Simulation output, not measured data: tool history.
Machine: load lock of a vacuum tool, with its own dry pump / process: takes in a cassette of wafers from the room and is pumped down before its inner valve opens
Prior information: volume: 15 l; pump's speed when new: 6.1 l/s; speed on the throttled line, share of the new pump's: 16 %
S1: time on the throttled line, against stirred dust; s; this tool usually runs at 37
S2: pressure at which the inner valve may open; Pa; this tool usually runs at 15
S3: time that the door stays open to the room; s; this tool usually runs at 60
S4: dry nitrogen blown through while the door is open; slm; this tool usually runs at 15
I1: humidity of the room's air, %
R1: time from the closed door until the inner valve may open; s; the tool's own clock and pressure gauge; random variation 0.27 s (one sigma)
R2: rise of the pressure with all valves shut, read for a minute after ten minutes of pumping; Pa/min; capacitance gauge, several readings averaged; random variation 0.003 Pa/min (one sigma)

run,day,S1,S2,S3,S4,I1,R1,R2
1,0,37,15,60,15,45.7,54.4,0.079
2,5.342,37,15,60,15,49.9,54,0.083
3,11.896,37,15,60,15,45.8,54.4,0.076
4,18.092,37,15,60,15,42.9,53.9,0.075
5,23.188,37,15,60,9,46.1,54.1,0.091
6,29.325,37,15,60,9,45.2,54.5,0.094
7,33.283,25,15,60,15,43.1,44.5,0.074
8,37.196,25,15,60,15,47.3,44.4,0.083
9,45.696,25,15,60,15,45.9,44.6,0.085
10,50.983,25,15,60,15,48,44.5,0.094
11,57.579,37,15,60,15,46.9,54.9,0.081
12,64.3,37,15,60,15,49.4,54.7,0.091
13,71.917,37,15,60,15,46.3,54.7,0.085
14,75.962,37,15,60,15,44.4,54.3,0.089
15,82.083,37,15,39,15,46.6,54.4,0.087
16,86.546,41,17,39,15,44.5,57.3,0.081
17,91.288,33,15,60,10,43,51.7,0.102
18,100.033,37,17,220,24,45.5,54.2,0.116
19,106.725,37,17,96,7,47.6,54.5,0.131
20,111.333,37,17,96,6,43.8,54.8,0.127
21,117.854,20,10,60,6,44.1,42.2,0.114
22,123.462,20,10,60,6,45.6,42.2,0.115
23,128.008,20,10,60,6,44.3,42.5,0.115
24,136.854,20,10,60,6,47,42.3,0.114

Forecast each of these 3 alternatives for the next run:
A,141.362,37,21,60,6,44.8,?,?
B,141.362,39,10,158,15,43.5,?,?
C,141.362,37,15,60,9,47.4,?,?

run,R1,R2
A,54.3,0.116
B,57.8,0.125
C,54.7,0.112
With no hidden state in the tool, these same runs would have given:
run,R1,R2
A,52.1,0.062
B,55.5,0.072
C,52.5,0.058
